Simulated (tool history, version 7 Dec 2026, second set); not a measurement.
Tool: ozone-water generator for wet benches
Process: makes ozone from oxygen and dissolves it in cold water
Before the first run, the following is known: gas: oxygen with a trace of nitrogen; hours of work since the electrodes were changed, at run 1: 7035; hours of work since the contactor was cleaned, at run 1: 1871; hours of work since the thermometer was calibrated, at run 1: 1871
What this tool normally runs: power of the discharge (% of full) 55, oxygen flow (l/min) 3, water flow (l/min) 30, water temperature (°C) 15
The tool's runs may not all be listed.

run	hour	power of the discharge (% of full)	oxygen flow (l/min)	water flow (l/min)	water temperature (°C)	hours of work since the electrodes were changed	hours of work since the contactor was cleaned	hours of work since the thermometer was calibrated	dissolved ozone (ppm)	ozone in the gas ahead of the water (g/m3)
1	0	55	3	30	15	7035	1871	1871	8.7	170.2
2	123.1	55	3	42	15	7143	1979	1979	5.9	171.5
3	298.1	55	3	42	15	7295	2131	2131	6.1	171
4	405.6	55	1.92	42	15	7389	2225	2225	4.9	208.1
5	494.9	55	1.92	42	15	7467	2303	2303	4.9	207.9
6	616.3	55	3	40	15	7573	2409	2409	6.3	170.8
7	738.1	55	3	40	15	7679	2515	2515	6.1	170.3
8	946.3	74	3	40	15	7861	2697	2697	7.2	193.9
9	1101.4	74	3	40	15	7996	2832	2832	7.1	194.2
10	1279	74	3	40	15	8151	2987	2987	6.9	193.1
11	1467.8	74	3	40	15	8316	3152	3152	7.2	193.8
# hour 1486.9: contactor cleaned
12	1666	70	2.54	44	14	8486	156	3322	6	200.4
13	1865	88	3.12	30	12	8659	330	3495	10.6	202.9
14	2019.8	88	3.12	30	12	8794	465	3630	10.4	200.9
15	2150.7	49	2.07	18	20	8908	579	3744	11.2	186.3
16	2356.1	49	2.07	18	20	9088	758	3924	11.3	184.4
# hour 2392.8: contactor cleaned, once more
17	2459.7	67	2.07	46	8	9175	58	4011	4.9	214
18	2605.6	55	5.18	30	20	9302	186	4138	9.5	130.9
19	2819.7	99	3	30	19	9489	372	4325	10.5	213.2
20	3012.9	99	3	30	19	9657	541	4493	10.8	213.9
21	3180.6	83	3.17	30	7	9804	687	4640	10.6	194.3
22	3310.7	82	3.17	30	8	9917	801	4753	10.8	190.5

Branching from run 22: 4 alternative next runs. What would each branch give?
A	3405.3	55	2.97	35	16	10000	883	4836	?	?
B	3405.3	55	2.12	40	9	10000	883	4836	?	?
C	3405.3	42	3.17	21	7	10000	883	4836	?	?
D	3405.3	55	3	22	12	10000	883	4836	?	?

run	dissolved ozone (ppm)	ozone in the gas ahead of the water (g/m3)
A	6.9	164.5
B	5.3	191.4
C	11.5	142.3
D	11.7	163.5
What these runs would have given with no unlogged condition in the tool:
run	dissolved ozone (ppm)	ozone in the gas ahead of the water (g/m3)
A	8	188.2
B	6.2	218.9
C	13.1	159.7
D	13.6	187
